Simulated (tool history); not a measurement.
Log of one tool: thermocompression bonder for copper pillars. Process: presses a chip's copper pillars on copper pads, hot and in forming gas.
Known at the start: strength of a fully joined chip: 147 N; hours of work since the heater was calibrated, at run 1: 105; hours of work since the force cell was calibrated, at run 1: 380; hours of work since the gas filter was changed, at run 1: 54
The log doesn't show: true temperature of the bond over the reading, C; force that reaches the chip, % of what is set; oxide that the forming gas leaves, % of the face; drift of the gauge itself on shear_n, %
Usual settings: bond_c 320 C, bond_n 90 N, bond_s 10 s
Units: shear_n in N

run   hour  bond_c  bond_n  bond_s  hours of work since the heater was calibrated  hours of work since the force cell was calibrated  hours of work since the gas filter was changed  shear_n
  1    0.0     320      90      10                                            105                                                380                                              54     63.2
  2    9.0     320      90      10                                            111                                                386                                              60     63.0
  3   17.4     320      90       6                                            116                                                391                                              65     52.0
  4   21.7     320      90      10                                            119                                                394                                              68     62.6
  5   29.8     325      90      10                                            124                                                399                                              73     67.4
      32.0  -- force cell calibrated
  6   39.3     325      57      10                                            129                                                  5                                              78     42.4
  7   47.5     320      90      10                                            134                                                 10                                              83     62.0
      50.6  -- force cell calibrated, once more
  8   56.1     338      90      10                                            138                                                  3                                              87     79.0
  9   60.5     320      90      10                                            141                                                  6                                              90     63.6
 10   69.1     316      67      19                                            146                                                 11                                              96     57.9
 11   76.9     333      85      19                                            151                                                 16                                             100     87.0
 12   85.4     314     124       8                                            156                                                 22                                             106     71.0
 13   93.4     314     124       8                                            161                                                 27                                             111     71.8
 14  100.8     335      63      22                                            166                                                 31                                             115     73.1
 15  107.9     343      90      10                                            170                                                 36                                             120     82.6
 16  115.5     343      90      10                                            175                                                 40                                             124     82.3
 17  124.0     343      81       6                                            180                                                 46                                             130     62.9
     131.5  -- forming gas filter changed
 18  131.5     343      81       6                                            185                                                 50                                               0     64.9

3 ways to go on from here, each from the tool as it stands after run 18. What would each give?
  A  136.2     310     109      12                                            188                                                 53                                               3        ?
  B  136.2     320      83      10                                            188                                                 53                                               3        ?
  C  136.2     303      87       6                                            188                                                 53                                               3        ?

run  shear_n
  A     72.2
  B     59.7
  C     39.4
Without the tool's hidden state the same runs would have given:
run  shear_n
  A     71.0
  B     58.7
  C     38.5

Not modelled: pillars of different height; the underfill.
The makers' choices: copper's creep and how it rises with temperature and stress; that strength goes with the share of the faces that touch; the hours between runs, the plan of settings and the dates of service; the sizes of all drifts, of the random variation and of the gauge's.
